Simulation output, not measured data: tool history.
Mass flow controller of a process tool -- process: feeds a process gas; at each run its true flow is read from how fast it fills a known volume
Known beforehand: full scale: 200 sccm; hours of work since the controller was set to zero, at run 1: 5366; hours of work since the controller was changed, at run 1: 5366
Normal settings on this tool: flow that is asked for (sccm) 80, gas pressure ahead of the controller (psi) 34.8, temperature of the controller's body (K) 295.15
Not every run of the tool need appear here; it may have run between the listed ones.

run	hour	flow that is asked for (sccm)	gas pressure ahead of the controller (psi)	temperature of the controller's body (K)	hours of work since the controller was set to zero	hours of work since the controller was changed	true flow (%)
1	0.0	80	34.8	295.15	5366	5366	103.11
2	253.9	34	34.8	295.15	5503	5503	106.55
3	643.2	80	21.2	295.15	5713	5713	102.60
4	851.7	80	21.2	295.15	5825	5825	102.69
5	1209.7	31	34.8	295.15	6018	6018	107.77
6	1566.0	122	34.8	295.15	6210	6210	102.91

Run 7 comes next. What will it give?
7	1925.9	122	34.8	295.15	6403	6403	?

Run 7 gave true flow (%) 102.94.
If the tool had no hidden condition, the same run with the same run-to-run variation would have returned true flow (%) 99.85.
